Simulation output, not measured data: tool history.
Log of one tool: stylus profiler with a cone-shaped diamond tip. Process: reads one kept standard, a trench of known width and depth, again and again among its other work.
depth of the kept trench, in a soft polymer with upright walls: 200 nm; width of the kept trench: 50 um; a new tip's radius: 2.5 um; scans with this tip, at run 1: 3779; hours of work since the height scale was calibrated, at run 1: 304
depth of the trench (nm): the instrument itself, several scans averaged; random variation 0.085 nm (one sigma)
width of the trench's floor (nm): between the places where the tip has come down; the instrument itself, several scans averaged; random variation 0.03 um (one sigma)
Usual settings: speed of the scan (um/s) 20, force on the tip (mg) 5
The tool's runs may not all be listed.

run,day,speed of the scan (um/s),force on the tip (mg),scans with this tip,hours of work since the height scale was calibrated,depth of the trench (nm),width of the trench's floor (nm)
1,0,20,5,3779,304,202.75,47590
2,3.45,20,5,4423,356,202.75,47510
3,5.483,20,5,4802,386,202.68,47510
4,8.833,20,5,5427,436,202.79,47380
5,12.229,20,5,6061,487,202.85,47360
6,15.788,20,4.2,6726,541,202.7,47310
7,17.679,20,4.2,7078,569,202.79,47210
8,19.388,20,4.2,7397,595,202.74,47270
9,22.862,20,4.2,8045,647,202.84,47090
# day 24.812: new tip fitted, height scale calibrated
10,26.683,20,5,350,28,202.59,47990
11,28.946,20,5,772,62,202.53,47920
12,31.55,20,5,1258,101,202.68,47850
13,33.733,20,5,1666,134,202.5,47810
14,36.6,20,14.57,2200,177,205.22,47770
15,39.046,20,14.57,2657,214,205.32,47720
16,42.817,20,14.57,3360,270,205.39,47660
17,45.983,20,14.57,3951,318,205.54,47560
18,50,48,5,4701,378,202.94,47380
19,53.608,20,5,5375,432,202.99,47450
20,56.479,14,5,5910,475,202.97,47400
21,60.042,14,5,6575,529,203.16,47320
22,63.821,14,5,7280,585,203.08,47210
23,67.35,20,5,7939,638,203.12,47170
# day 69.771: new tip fitted, height scale calibrated
24,70.929,20,5,216,17,202.7,47980
25,74.283,50,3.07,842,68,201.86,47760
26,76.321,33,5.06,1223,98,202.57,47850
27,78.688,11,1.72,1664,134,201.56,47810
28,82.179,22,11.85,2316,186,204.63,47760
29,86.075,7,4.04,3042,245,202.56,47700
30,89.492,7,4.04,3680,296,202.51,47560
31,93.029,7,4.04,4341,349,202.63,47510
32,94.883,27,9.86,4687,377,204.2,47460
33,97.075,27,9.86,5095,410,204.39,47400
34,100.017,24,1.93,5644,454,201.87,47330
35,103.021,67,2.86,6205,499,202.25,47120
36,104.817,9,5.03,6540,526,203.1,47280
37,108.904,41,1.93,7303,587,202.11,47070
38,112.146,41,1.93,7908,636,202.11,46990
# day 114.817: new tip fitted, height scale calibrated
39,115.554,23,6.54,137,11,202.86,47970
40,118.158,23,6.54,623,50,202.87,47880
41,121.854,11,1.73,1313,106,201.27,47800
42,124.867,11,1.73,1875,151,201.22,47780
43,128.079,9,9.4,2474,199,203.98,47730
44,131.962,9,9.4,3199,257,203.93,47670
45,134.229,9,9.4,3622,291,203.84,47590

Forecast each of these 5 alternatives for the next run:
A,136.842,5,5,4109,330,?,?
B,136.842,20,3.67,4109,330,?,?
C,136.842,28,5,4109,330,?,?
D,136.842,6,10.37,4109,330,?,?
E,136.842,15,4.31,4109,330,?,?

run,depth of the trench (nm),width of the trench's floor (nm)
A,202.7,47590
B,202.22,47580
C,202.62,47440
D,204.3,47590
E,202.55,47520
Without the tool's hidden state the same runs would have given:
run,depth of the trench (nm),width of the trench's floor (nm)
A,202.45,48060
B,201.97,48050
C,202.37,47920
D,204.04,48060
E,202.3,47990
